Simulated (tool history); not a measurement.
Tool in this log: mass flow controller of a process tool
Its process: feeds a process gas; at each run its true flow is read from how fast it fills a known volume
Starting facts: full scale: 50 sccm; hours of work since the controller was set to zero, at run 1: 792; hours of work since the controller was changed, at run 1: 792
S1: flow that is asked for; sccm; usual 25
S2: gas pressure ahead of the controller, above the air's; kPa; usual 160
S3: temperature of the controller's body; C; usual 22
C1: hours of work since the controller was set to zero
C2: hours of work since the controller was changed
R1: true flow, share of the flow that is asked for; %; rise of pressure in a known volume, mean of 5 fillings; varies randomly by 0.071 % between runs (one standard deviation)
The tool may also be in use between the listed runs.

run    hour  S1   S2  S3    C1    C2     R1
  1       0  25  160  22   792   792  99.59
  2   297.9  25  160  22   961   961  99.56
  3   566.1  28  160  22  1112  1112  99.63
  4   812.6  28  160  22  1252  1252  99.72
  5   946.2  28  151  22  1327  1327  99.72
  6  1160.3  28  151  22  1448  1448  99.66
  7  1448.3  28  151  22  1611  1611  99.59
  8  1629.8  28  151  22  1714  1714  99.75
  9  1758.5  28  151  22  1786  1786  99.65
 10  1908.9  28  151  22  1871  1871  99.61
 11  2136.3  28  151  22  2000  2000  99.63
 12  2275.4  28  151  22  2079  2079  99.77
 13  2417.1  28  151  22  2159  2159   99.6
 14  2555.3  28  151  22  2237  2237  99.74
 15  2775.7  28  151  22  2362  2362  99.68
 16  3028.8  25  244  21  2505  2505  99.58
 17  3277.3   7  188  23  2645  2645  98.86
 18  3412.6   7  188  23  2722  2722  98.73
 19  3640.2  25  191  29  2850  2850  98.74
 20  3923.2  12  145  27  3010  3010  98.58
 21  4145.1   7  145  37  3136  3136  97.33
 22  4401.3  25  245  39  3281  3281  97.51
 23    4592  25  245  39  3389  3389  97.55
 24  4721.9  25  245  22  3462  3462  99.36
 25  4906.1   9  157  28  3566  3566  98.46
 26  5192.6  43  160  34  3728  3728  98.75
 27  5448.9  19  160  22  3873  3873  99.37

4 options for the next run, each taken on its own from the tool as it stands now. Forecast them:
  A  5588.5  37  157  25  3952  3952   ?
  B  5588.5  19  147  22  3952  3952   ?
  C  5588.5  13  191  22  3952  3952   ?
  D  5588.5  25  193  38  3952  3952   ?

run     R1
  A  99.67
  B  99.45
  C   99.1
  D  97.64
Stripped of hidden state, with their random variation kept, the same runs would have yielded:
run     R1
  A  99.67
  B  99.44
  C  99.09
  D  97.64
